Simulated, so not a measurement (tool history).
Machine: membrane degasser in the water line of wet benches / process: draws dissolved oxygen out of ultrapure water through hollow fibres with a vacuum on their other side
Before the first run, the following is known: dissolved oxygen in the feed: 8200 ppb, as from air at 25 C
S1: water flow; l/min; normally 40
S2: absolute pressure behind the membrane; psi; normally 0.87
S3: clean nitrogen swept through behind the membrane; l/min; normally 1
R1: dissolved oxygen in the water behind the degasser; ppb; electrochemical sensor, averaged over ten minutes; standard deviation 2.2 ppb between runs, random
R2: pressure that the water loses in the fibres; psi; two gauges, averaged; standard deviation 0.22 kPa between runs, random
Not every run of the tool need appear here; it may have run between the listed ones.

run    hour  S1     S2    S3      R1      R2
  1       0  40   0.87     1   238.2   7.857
  2    49.7  39   0.87     1   234.7   7.723
  3   125.8  39   0.87     1     232   7.649
  4   233.8  40   0.87     1   239.9   7.881
  5     345  40   0.87  1.19   209.1   7.932
  6   391.8  40   0.87  1.19   209.8   7.884
  7   481.5  40   0.87  1.19     207   7.865
  8   554.4  40   0.87   0.9   256.9   7.847
  9     640  40   0.87   0.9     261   7.918
 10   707.5  40   0.87   0.9   259.6   7.907
 11     756  40  1.765     1   686.3   7.874
 12   809.4  40  1.765     1   686.1   7.931
 13   904.3  40  1.765     1     698   7.831
 14   995.3  40  1.765     1   698.7     7.9
 15  1094.9  40  1.765     1   691.6   7.876
 16  1205.5  40  1.765     1   685.2   7.864
 17  1288.6  53   0.87     1   313.1  10.485
 18  1364.7  40  1.326  2.23   245.8   7.928
 19  1423.6  40  1.326  2.23   248.2   7.912
     1516.3  -- vacuum gauge calibrated
 20  1535.8  40  1.326  2.23   240.6   7.948
 21  1583.9  40  1.423  0.73   628.4   7.977
 22  1660.6  53  2.122  0.69  1315.5  10.499
 23  1762.4  33  2.122  2.44   346.4   6.486
 24  1865.7  46   0.87  0.43     429    9.09
 25  1942.4  40  1.085     1     324   7.916
 26  2034.6  54  0.602  0.98   107.7  10.697
 27  2106.4  30  1.872  0.55   919.8    5.99
 28  2200.5  30  1.872  0.55   903.8   5.886
 29  2307.1  38  1.564  0.45   957.7   7.568
 30  2363.1  38  1.564  0.45   944.3   7.572
 31  2471.4  38  1.564  0.45   950.9   7.541
 32  2522.1  38  1.564  0.45   945.3   7.529

Each row is a separate what-if for the run after 32, all from the same tool condition, not one after another. Results?
  A  2625.3  28  2.151  2.51   ?   ?
  B  2625.3  62   0.68  1.01   ?   ?
  C  2625.3  50  0.912  1.67   ?   ?

run     R1      R2
  A  303.5   5.549
  B  195.6  12.298
  C  197.6   9.908
Without the tool's hidden state the same runs would have given:
run     R1      R2
  A  297.7   5.459
  B    194  12.099
  C  196.1   9.747

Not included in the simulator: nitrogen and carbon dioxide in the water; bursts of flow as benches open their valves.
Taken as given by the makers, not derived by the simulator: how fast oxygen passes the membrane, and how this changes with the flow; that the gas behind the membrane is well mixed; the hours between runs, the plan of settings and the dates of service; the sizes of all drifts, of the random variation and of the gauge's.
